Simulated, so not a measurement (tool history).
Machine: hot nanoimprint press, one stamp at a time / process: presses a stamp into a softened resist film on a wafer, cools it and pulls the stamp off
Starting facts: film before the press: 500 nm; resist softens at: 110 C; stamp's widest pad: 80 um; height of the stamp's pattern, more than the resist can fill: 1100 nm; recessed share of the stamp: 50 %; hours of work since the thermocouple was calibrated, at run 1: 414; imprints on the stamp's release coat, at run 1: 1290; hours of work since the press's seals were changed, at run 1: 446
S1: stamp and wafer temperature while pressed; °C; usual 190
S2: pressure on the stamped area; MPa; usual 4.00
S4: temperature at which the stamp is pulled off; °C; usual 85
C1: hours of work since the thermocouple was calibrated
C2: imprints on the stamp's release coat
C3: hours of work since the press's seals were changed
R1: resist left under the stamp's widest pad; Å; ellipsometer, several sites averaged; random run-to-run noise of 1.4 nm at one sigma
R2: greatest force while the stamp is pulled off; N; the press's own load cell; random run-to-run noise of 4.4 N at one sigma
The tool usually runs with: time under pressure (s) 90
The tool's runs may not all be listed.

run 1 hour=0.0 | S1=190 S2=4.00 time_under_pressure_(s)=90 S4=85 | C1=414 C2=1290 C3=446 | R1=2237 R2=221
run 2 hour=23.1 | S1=190 S2=4.00 time_under_pressure_(s)=90 S4=85 | C1=424 C2=1362 C3=456 | R1=2193 R2=212
run 3 hour=44.8 | S1=190 S2=4.00 time_under_pressure_(s)=90 S4=90 | C1=433 C2=1429 C3=465 | R1=2201 R2=211
run 4 hour=63.3 | S1=190 S2=4.00 time_under_pressure_(s)=90 S4=90 | C1=441 C2=1487 C3=473 | R1=2207 R2=207
run 5 hour=92.4 | S1=190 S2=4.00 time_under_pressure_(s)=90 S4=90 | C1=453 C2=1578 C3=485 | R1=2196 R2=202
run 6 hour=108.2 | S1=190 S2=4.00 time_under_pressure_(s)=76 S4=90 | C1=460 C2=1627 C3=492 | R1=2350 R2=209
run 7 hour=141.6 | S1=190 S2=4.00 time_under_pressure_(s)=76 S4=90 | C1=474 C2=1731 C3=506 | R1=2358 R2=216
run 8 hour=162.4 | S1=190 S2=4.00 time_under_pressure_(s)=76 S4=90 | C1=483 C2=1796 C3=515 | R1=2351 R2=210
run 9 hour=180.5 | S1=190 S2=4.00 time_under_pressure_(s)=76 S4=90 | C1=491 C2=1852 C3=523 | R1=2330 R2=207
-- hour=191.1 press's hydraulic seals changed and the load cell set to zero
-- hour=199.8 stamp cleaned and given a new release coat
run 10 hour=220.4 | S1=190 S2=4.00 time_under_pressure_(s)=90 S4=85 | C1=502 C2=64 C3=10 | R1=2201 R2=215
run 11 hour=250.2 | S1=190 S2=4.00 time_under_pressure_(s)=90 S4=85 | C1=514 C2=157 C3=23 | R1=2205 R2=217
run 12 hour=278.7 | S1=190 S2=4.00 time_under_pressure_(s)=90 S4=85 | C1=527 C2=245 C3=35 | R1=2228 R2=221
run 13 hour=301.8 | S1=191 S2=4.00 time_under_pressure_(s)=90 S4=85 | C1=536 C2=317 C3=45 | R1=2094 R2=219
run 14 hour=333.8 | S1=190 S2=4.06 time_under_pressure_(s)=90 S4=85 | C1=550 C2=417 C3=58 | R1=2201 R2=220
run 15 hour=353.5 | S1=190 S2=4.06 time_under_pressure_(s)=90 S4=85 | C1=558 C2=478 C3=67 | R1=2166 R2=223
-- hour=368.8 plate thermocouple calibrated
run 16 hour=372.4 | S1=191 S2=6.17 time_under_pressure_(s)=90 S4=74 | C1=2 C2=528 C3=73 | R1=1710 R2=246
run 17 hour=392.7 | S1=191 S2=6.17 time_under_pressure_(s)=90 S4=74 | C1=10 C2=591 C3=82 | R1=1715 R2=249
run 18 hour=423.5 | S1=190 S2=4.00 time_under_pressure_(s)=53 S4=85 | C1=23 C2=687 C3=95 | R1=2631 R2=218
run 19 hour=450.4 | S1=190 S2=4.00 time_under_pressure_(s)=53 S4=85 | C1=35 C2=771 C3=106 | R1=2638 R2=222
run 20 hour=470.5 | S1=190 S2=4.00 time_under_pressure_(s)=53 S4=85 | C1=43 C2=834 C3=115 | R1=2639 R2=223
run 21 hour=485.5 | S1=190 S2=4.00 time_under_pressure_(s)=53 S4=85 | C1=50 C2=880 C3=121 | R1=2639 R2=211
run 22 hour=502.0 | S1=190 S2=4.00 time_under_pressure_(s)=53 S4=85 | C1=57 C2=932 C3=128 | R1=2659 R2=212
run 23 hour=520.6 | S1=183 S2=3.83 time_under_pressure_(s)=92 S4=85 | C1=65 C2=989 C3=136 | R1=2874 R2=221
run 24 hour=547.9 | S1=183 S2=3.83 time_under_pressure_(s)=92 S4=85 | C1=76 C2=1075 C3=148 | R1=2870 R2=215
run 25 hour=580.5 | S1=192 S2=5.90 time_under_pressure_(s)=66 S4=85 | C1=90 C2=1176 C3=162 | R1=1897 R2=219
run 26 hour=599.6 | S1=192 S2=5.90 time_under_pressure_(s)=66 S4=85 | C1=98 C2=1236 C3=170 | R1=1924 R2=211
run 27 hour=627.6 | S1=190 S2=2.84 time_under_pressure_(s)=66 S4=85 | C1=110 C2=1323 C3=182 | R1=2877 R2=218
run 28 hour=650.7 | S1=193 S2=5.46 time_under_pressure_(s)=90 S4=87 | C1=120 C2=1395 C3=192 | R1=1663 R2=220
run 29 hour=669.2 | S1=191 S2=5.46 time_under_pressure_(s)=90 S4=73 | C1=128 C2=1452 C3=200 | R1=1823 R2=227

Branching from run 29: 4 alternative next runs. What would each branch give?
run A hour=684.6 | S1=184 S2=4.00 time_under_pressure_(s)=50 S4=85 | C1=134 C2=1501 C3=206 | R1=? R2=?
run B hour=684.6 | S1=191 S2=5.34 time_under_pressure_(s)=90 S4=73 | C1=134 C2=1501 C3=206 | R1=? R2=?
run C hour=684.6 | S1=201 S2=5.46 time_under_pressure_(s)=170 S4=73 | C1=134 C2=1501 C3=206 | R1=? R2=?
run D hour=684.6 | S1=190 S2=3.38 time_under_pressure_(s)=90 S4=85 | C1=134 C2=1501 C3=206 | R1=? R2=?

run=A R1=3281 R2=227
run=B R1=1842 R2=243
run=C R1=930 R2=248
run=D R1=2394 R2=211
Without the tool's hidden state the same runs would have given:
run=A R1=3281 R2=225
run=B R1=1842 R2=241
run=C R1=930 R2=246
run=D R1=2394 R2=209
